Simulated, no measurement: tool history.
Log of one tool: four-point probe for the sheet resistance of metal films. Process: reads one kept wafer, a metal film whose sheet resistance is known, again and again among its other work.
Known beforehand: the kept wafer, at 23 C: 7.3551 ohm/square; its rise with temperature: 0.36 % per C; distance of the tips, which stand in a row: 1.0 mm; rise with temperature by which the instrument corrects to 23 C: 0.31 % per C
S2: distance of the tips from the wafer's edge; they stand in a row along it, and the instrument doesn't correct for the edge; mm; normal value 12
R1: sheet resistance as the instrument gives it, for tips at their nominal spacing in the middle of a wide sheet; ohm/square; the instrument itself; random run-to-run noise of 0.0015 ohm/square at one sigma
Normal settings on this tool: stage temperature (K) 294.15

{"run": 1, "day": 0.0, "stage temperature (K)": 294.15, "S2": 12, "R1": 7.386144}
{"run": 2, "day": 0.929, "stage temperature (K)": 294.15, "S2": 62, "R1": 7.356898}
{"run": 3, "day": 1.754, "stage temperature (K)": 307.15, "S2": 12, "R1": 7.434557}
{"run": 4, "day": 2.371, "stage temperature (K)": 294.15, "S2": 15, "R1": 7.37611}
{"day": 2.483, "done": "stage's thermometer calibrated"}
{"run": 5, "day": 3.271, "stage temperature (K)": 294.15, "S2": 15, "R1": 7.379257}
{"run": 6, "day": 4.188, "stage temperature (K)": 294.15, "S2": 15, "R1": 7.379978}
{"run": 7, "day": 5.346, "stage temperature (K)": 296.15, "S2": 27, "R1": 7.374868}

For run 8, what comes out?
{"run": 8, "day": 6.196, "stage temperature (K)": 304.15, "S2": 7, "R1": "?"}

{"run 8": {"R1": 7.4818}}
Minus the tool's unlogged condition, the same run would have read R1 7.468614 ohm/square.

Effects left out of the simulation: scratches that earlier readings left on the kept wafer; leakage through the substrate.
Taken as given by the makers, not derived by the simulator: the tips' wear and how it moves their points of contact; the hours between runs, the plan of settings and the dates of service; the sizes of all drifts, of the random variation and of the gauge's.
